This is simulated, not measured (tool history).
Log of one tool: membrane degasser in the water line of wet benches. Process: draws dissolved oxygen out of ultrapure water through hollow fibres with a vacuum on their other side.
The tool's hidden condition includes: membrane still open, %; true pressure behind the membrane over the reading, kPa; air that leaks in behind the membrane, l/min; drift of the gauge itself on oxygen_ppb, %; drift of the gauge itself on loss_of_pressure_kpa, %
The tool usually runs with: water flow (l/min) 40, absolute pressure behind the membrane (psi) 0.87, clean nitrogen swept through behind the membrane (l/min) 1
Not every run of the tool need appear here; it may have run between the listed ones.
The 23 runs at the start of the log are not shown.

run,hour,water flow (l/min),absolute pressure behind the membrane (psi),clean nitrogen swept through behind the membrane (l/min),hours since the membrane was changed,hours since the vacuum gauge was calibrated,hours since the vacuum lines were made tight,dissolved oxygen in the water behind the degasser (ppb),pressure that the water loses in the fibres (psi)
24,5247.6,43,1.449,0.41,926,2291,1387,1121.8,5.986
25,5527.3,43,1.53,0.41,1205,2570,1666,1185.1,5.97
26,5779.8,35,1.709,0.74,1458,2823,1919,792.9,4.852
27,6006.5,30,0.87,0.55,1685,3049,2146,322.3,4.134
28,6312.1,60,2.078,0.59,1990,3355,2451,1795.9,8.33
29,6482.3,30,1.321,1,2160,3525,2621,403.5,4.203
30,6624.8,30,1.321,1,2303,3668,2764,404.5,4.177
# hour 6687.8: vacuum gauge calibrated
31,6882.1,39,0.87,1,2560,194,3021,293.6,5.433
32,7076,26,1.962,1.94,2754,388,3215,321.5,3.635

Below are 3 alternative next runs, each starting from the tool's condition after run 32. Predict each:
A,7280.9,26,1.149,1.94,2959,593,3419,?,?
B,7280.9,40,0.87,0.7,2959,593,3419,?,?
C,7280.9,26,1.962,0.7,2959,593,3419,?,?

run,dissolved oxygen in the water behind the degasser (ppb),pressure that the water loses in the fibres (psi)
A,153.5,3.577
B,373.9,5.509
C,735.9,3.611
Without the tool's hidden state the same runs would have given:
run,dissolved oxygen in the water behind the degasser (ppb),pressure that the water loses in the fibres (psi)
A,151.9,3.532
B,369.3,5.442
C,734,3.568

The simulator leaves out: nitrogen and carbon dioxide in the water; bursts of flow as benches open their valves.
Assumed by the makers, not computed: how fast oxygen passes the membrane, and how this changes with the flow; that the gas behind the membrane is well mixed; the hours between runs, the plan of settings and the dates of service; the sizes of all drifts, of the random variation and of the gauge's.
